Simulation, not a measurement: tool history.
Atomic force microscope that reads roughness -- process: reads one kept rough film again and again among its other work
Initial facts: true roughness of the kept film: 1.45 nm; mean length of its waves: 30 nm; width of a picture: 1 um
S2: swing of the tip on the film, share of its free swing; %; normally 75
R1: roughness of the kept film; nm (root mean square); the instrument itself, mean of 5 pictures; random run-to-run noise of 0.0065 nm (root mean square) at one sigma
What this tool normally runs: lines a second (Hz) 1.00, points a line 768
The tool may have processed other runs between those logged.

run 1 hour=0.0 | lines_a_second_(Hz)=1.00 S2=75 points_a_line=768 | R1=1.211
run 2 hour=57.9 | lines_a_second_(Hz)=1.00 S2=75 points_a_line=949 | R1=1.214
run 3 hour=88.4 | lines_a_second_(Hz)=1.00 S2=75 points_a_line=949 | R1=1.207
-- hour=109.7 new tip fitted
run 4 hour=144.0 | lines_a_second_(Hz)=1.00 S2=75 points_a_line=768 | R1=1.280
run 5 hour=171.1 | lines_a_second_(Hz)=1.00 S2=75 points_a_line=768 | R1=1.263
run 6 hour=219.7 | lines_a_second_(Hz)=3.07 S2=75 points_a_line=768 | R1=1.073
run 7 hour=249.6 | lines_a_second_(Hz)=3.07 S2=75 points_a_line=601 | R1=1.064
run 8 hour=288.1 | lines_a_second_(Hz)=3.07 S2=75 points_a_line=601 | R1=1.052
run 9 hour=335.4 | lines_a_second_(Hz)=1.00 S2=75 points_a_line=768 | R1=1.208
-- hour=367.4 new tip fitted
run 10 hour=378.3 | lines_a_second_(Hz)=1.00 S2=75 points_a_line=768 | R1=1.288
run 11 hour=429.6 | lines_a_second_(Hz)=1.00 S2=75 points_a_line=768 | R1=1.272
run 12 hour=453.3 | lines_a_second_(Hz)=1.00 S2=75 points_a_line=768 | R1=1.252
run 13 hour=498.7 | lines_a_second_(Hz)=3.39 S2=77 points_a_line=379 | R1=1.013
run 14 hour=556.7 | lines_a_second_(Hz)=3.39 S2=77 points_a_line=940 | R1=1.012
run 15 hour=591.9 | lines_a_second_(Hz)=1.00 S2=65 points_a_line=394 | R1=1.234
-- hour=622.0 new tip fitted
run 16 hour=630.0 | lines_a_second_(Hz)=1.00 S2=75 points_a_line=366 | R1=1.276
run 17 hour=685.9 | lines_a_second_(Hz)=1.00 S2=75 points_a_line=366 | R1=1.244
run 18 hour=725.5 | lines_a_second_(Hz)=1.20 S2=75 points_a_line=583 | R1=1.243
run 19 hour=749.0 | lines_a_second_(Hz)=3.65 S2=60 points_a_line=374 | R1=1.203
run 20 hour=785.4 | lines_a_second_(Hz)=3.65 S2=60 points_a_line=374 | R1=1.176
run 21 hour=816.0 | lines_a_second_(Hz)=0.68 S2=75 points_a_line=706 | R1=1.244
run 22 hour=859.5 | lines_a_second_(Hz)=0.89 S2=59 points_a_line=550 | R1=1.272
-- hour=877.0 new tip fitted
run 23 hour=910.9 | lines_a_second_(Hz)=1.66 S2=70 points_a_line=285 | R1=1.233
run 24 hour=957.8 | lines_a_second_(Hz)=1.66 S2=77 points_a_line=649 | R1=1.169

Branching from run 24: 4 alternative next runs. What would each branch give?
run A hour=1014.1 | lines_a_second_(Hz)=1.34 S2=75 points_a_line=391 | R1=?
run B hour=1014.1 | lines_a_second_(Hz)=1.66 S2=76 points_a_line=649 | R1=?
run C hour=1014.1 | lines_a_second_(Hz)=1.66 S2=71 points_a_line=892 | R1=?
run D hour=1014.1 | lines_a_second_(Hz)=1.27 S2=66 points_a_line=768 | R1=?

run=A R1=1.202
run=B R1=1.167
run=C R1=1.202
run=D R1=1.253
Had the tool no hidden state, the same runs would have come out as:
run=A R1=1.248
run=B R1=1.212
run=C R1=1.249
run=D R1=1.301
